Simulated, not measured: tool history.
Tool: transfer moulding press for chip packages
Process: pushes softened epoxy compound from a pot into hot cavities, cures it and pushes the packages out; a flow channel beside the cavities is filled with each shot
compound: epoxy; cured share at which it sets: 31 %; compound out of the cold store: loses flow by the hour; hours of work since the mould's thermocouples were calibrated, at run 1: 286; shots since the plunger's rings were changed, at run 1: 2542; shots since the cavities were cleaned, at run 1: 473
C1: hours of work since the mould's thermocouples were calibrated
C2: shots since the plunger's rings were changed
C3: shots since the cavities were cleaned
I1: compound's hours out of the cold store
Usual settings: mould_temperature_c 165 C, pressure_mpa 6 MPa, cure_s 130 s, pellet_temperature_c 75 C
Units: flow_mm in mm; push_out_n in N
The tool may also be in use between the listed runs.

run 1 hour=0 | mould_temperature_c=165 pressure_mpa=6 cure_s=130 pellet_temperature_c=75 | C1=286 C2=2542 C3=473 | I1=35.3 | flow_mm=594 push_out_n=481
run 2 hour=6.9 | mould_temperature_c=165 pressure_mpa=6 cure_s=130 pellet_temperature_c=75 | C1=290 C2=2606 C3=537 | I1=11.1 | flow_mm=651 push_out_n=490
-- hour=13.7 plunger's sealing rings changed
run 3 hour=15.2 | mould_temperature_c=159 pressure_mpa=6 cure_s=130 pellet_temperature_c=75 | C1=294 C2=14 C3=591 | I1=46.9 | flow_mm=610 push_out_n=668
run 4 hour=19.9 | mould_temperature_c=159 pressure_mpa=6 cure_s=130 pellet_temperature_c=75 | C1=297 C2=56 C3=633 | I1=23.6 | flow_mm=675 push_out_n=700
run 5 hour=26.2 | mould_temperature_c=159 pressure_mpa=6 cure_s=130 pellet_temperature_c=75 | C1=302 C2=115 C3=692 | I1=12.8 | flow_mm=701 push_out_n=700
run 6 hour=34 | mould_temperature_c=165 pressure_mpa=6 cure_s=130 pellet_temperature_c=75 | C1=307 C2=187 C3=764 | I1=31.7 | flow_mm=633 push_out_n=543
run 7 hour=42 | mould_temperature_c=165 pressure_mpa=6 cure_s=130 pellet_temperature_c=75 | C1=312 C2=261 C3=838 | I1=31.6 | flow_mm=622 push_out_n=546
-- hour=47.2 cavities cleaned with cleaning compound and waxed
run 8 hour=48.7 | mould_temperature_c=165 pressure_mpa=6 cure_s=131 pellet_temperature_c=75 | C1=316 C2=309 C3=14 | I1=32.2 | flow_mm=630 push_out_n=307
run 9 hour=58.2 | mould_temperature_c=165 pressure_mpa=6 cure_s=131 pellet_temperature_c=75 | C1=322 C2=397 C3=102 | I1=21.5 | flow_mm=651 push_out_n=336
run 10 hour=63.8 | mould_temperature_c=165 pressure_mpa=6 cure_s=131 pellet_temperature_c=75 | C1=326 C2=448 C3=153 | I1=42.1 | flow_mm=606 push_out_n=372
run 11 hour=73 | mould_temperature_c=169 pressure_mpa=5.15 cure_s=128 pellet_temperature_c=73 | C1=332 C2=533 C3=238 | I1=14.8 | flow_mm=607 push_out_n=376
run 12 hour=82.8 | mould_temperature_c=169 pressure_mpa=5.09 cure_s=159 pellet_temperature_c=69 | C1=339 C2=623 C3=328 | I1=10.3 | flow_mm=619 push_out_n=390
run 13 hour=92.7 | mould_temperature_c=160 pressure_mpa=5.09 cure_s=159 pellet_temperature_c=67 | C1=345 C2=715 C3=420 | I1=36.4 | flow_mm=578 push_out_n=478
run 14 hour=98.8 | mould_temperature_c=167 pressure_mpa=6 cure_s=130 pellet_temperature_c=75 | C1=349 C2=771 C3=476 | I1=37 | flow_mm=603 push_out_n=453
run 15 hour=106.8 | mould_temperature_c=167 pressure_mpa=6 cure_s=130 pellet_temperature_c=75 | C1=355 C2=845 C3=550 | I1=32.2 | flow_mm=613 push_out_n=471
run 16 hour=117 | mould_temperature_c=165 pressure_mpa=6 cure_s=130 pellet_temperature_c=84 | C1=361 C2=939 C3=644 | I1=21.4 | flow_mm=645 push_out_n=499
run 17 hour=125.1 | mould_temperature_c=165 pressure_mpa=6 cure_s=130 pellet_temperature_c=84 | C1=367 C2=1014 C3=719 | I1=41.3 | flow_mm=596 push_out_n=512
run 18 hour=135.3 | mould_temperature_c=165 pressure_mpa=6.13 cure_s=122 pellet_temperature_c=84 | C1=374 C2=1108 C3=813 | I1=44.3 | flow_mm=594 push_out_n=562
run 19 hour=141 | mould_temperature_c=165 pressure_mpa=6.13 cure_s=122 pellet_temperature_c=84 | C1=378 C2=1161 C3=866 | I1=22.9 | flow_mm=649 push_out_n=588
-- hour=143.4 cavities cleaned with cleaning compound and waxed
run 20 hour=150.2 | mould_temperature_c=164 pressure_mpa=6 cure_s=130 pellet_temperature_c=75 | C1=383 C2=1232 C3=63 | I1=25.3 | flow_mm=640 push_out_n=346

Forecast each of these 5 alternatives for the next run:
run A hour=159.7 | mould_temperature_c=167 pressure_mpa=6 cure_s=137 pellet_temperature_c=75 | C1=389 C2=1320 C3=151 | I1=29.7 | flow_mm=? push_out_n=?
run B hour=159.7 | mould_temperature_c=171 pressure_mpa=7.21 cure_s=130 pellet_temperature_c=71 | C1=389 C2=1320 C3=151 | I1=21.2 | flow_mm=? push_out_n=?
run C hour=159.7 | mould_temperature_c=165 pressure_mpa=5.45 cure_s=127 pellet_temperature_c=71 | C1=389 C2=1320 C3=151 | I1=10.7 | flow_mm=? push_out_n=?
run D hour=159.7 | mould_temperature_c=160 pressure_mpa=5.96 cure_s=130 pellet_temperature_c=82 | C1=389 C2=1320 C3=151 | I1=27.2 | flow_mm=? push_out_n=?
run E hour=159.7 | mould_temperature_c=164 pressure_mpa=5.15 cure_s=117 pellet_temperature_c=75 | C1=389 C2=1320 C3=151 | I1=38.4 | flow_mm=? push_out_n=?

run=A flow_mm=609 push_out_n=351
run=B flow_mm=688 push_out_n=339
run=C flow_mm=643 push_out_n=379
run=D flow_mm=636 push_out_n=464
run=E flow_mm=557 push_out_n=430
Without the tool's hidden state the same runs would have given:
run=A flow_mm=625 push_out_n=278
run=B flow_mm=706 push_out_n=266
run=C flow_mm=660 push_out_n=304
run=D flow_mm=653 push_out_n=379
run=E flow_mm=572 push_out_n=349

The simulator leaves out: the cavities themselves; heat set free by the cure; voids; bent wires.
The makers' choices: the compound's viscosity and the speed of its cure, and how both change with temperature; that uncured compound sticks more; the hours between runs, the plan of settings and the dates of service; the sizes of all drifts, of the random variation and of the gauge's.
